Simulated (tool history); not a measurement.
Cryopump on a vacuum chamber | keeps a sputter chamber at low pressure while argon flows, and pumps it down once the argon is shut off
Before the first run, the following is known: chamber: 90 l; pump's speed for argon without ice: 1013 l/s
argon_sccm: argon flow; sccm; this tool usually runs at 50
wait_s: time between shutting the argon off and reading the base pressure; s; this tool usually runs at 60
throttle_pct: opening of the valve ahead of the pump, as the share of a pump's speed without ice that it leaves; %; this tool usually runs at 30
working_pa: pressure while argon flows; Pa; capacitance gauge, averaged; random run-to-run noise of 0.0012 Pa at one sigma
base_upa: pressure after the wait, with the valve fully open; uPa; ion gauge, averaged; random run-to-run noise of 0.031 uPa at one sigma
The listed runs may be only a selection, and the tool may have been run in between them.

Run 1, hour 0.0: usual settings. Result: working_pa 0.3169 Pa, base_upa 3.03 uPa.
At hour 31.2: pump warmed up, emptied and cooled again.
Run 2, hour 69.9: usual settings. Result: working_pa 0.2797 Pa, base_upa 2.53 uPa.
Run 3, hour 105.0: usual settings. Result: working_pa 0.2820 Pa, base_upa 2.61 uPa.
Run 4, hour 160.4: usual settings but throttle_pct 34 %. Result: working_pa 0.2531 Pa, base_upa 2.59 uPa.
Run 5, hour 218.0: usual settings but throttle_pct 34 %. Result: working_pa 0.2520 Pa, base_upa 2.76 uPa.
Run 6, hour 282.0: usual settings but throttle_pct 34 %. Result: working_pa 0.2529 Pa, base_upa 2.75 uPa.
Run 7, hour 317.5: usual settings but throttle_pct 34 %. Result: working_pa 0.2556 Pa, base_upa 2.85 uPa.
Run 8, hour 363.0: usual settings. Result: working_pa 0.2891 Pa, base_upa 2.90 uPa.
Run 9, hour 413.2: usual settings. Result: working_pa 0.2913 Pa, base_upa 2.92 uPa.
Run 10, hour 471.0: usual settings but argon_sccm 21 sccm, wait_s 23 s, throttle_pct 15 %. Result: working_pa 0.2394 Pa, base_upa 5.21 uPa.
Run 11, hour 507.0: usual settings but argon_sccm 21 sccm, wait_s 23 s, throttle_pct 15 %. Result: working_pa 0.2381 Pa, base_upa 5.15 uPa.
Run 12, hour 552.4: usual settings but argon_sccm 21 sccm, wait_s 23 s, throttle_pct 15 %. Result: working_pa 0.2404 Pa, base_upa 5.28 uPa.
Run 13, hour 586.1: usual settings but argon_sccm 33 sccm, wait_s 200 s, throttle_pct 20 %. Result: working_pa 0.2857 Pa, base_upa 2.28 uPa.
Run 14, hour 644.0: usual settings but argon_sccm 33 sccm, wait_s 33 s, throttle_pct 20 %. Result: working_pa 0.2883 Pa, base_upa 4.39 uPa.

The next listed run, before its measurement:
Run 15, hour 708.5: usual settings but argon_sccm 37 sccm, wait_s 33 s, throttle_pct 28 %. Result: working_pa ?, base_upa ?.

Logged for run 15: working_pa 0.2371 Pa, base_upa 4.37 uPa.
Minus the tool's unlogged condition, the same run would have read working_pa 0.2206 Pa, base_upa 2.62 uPa.
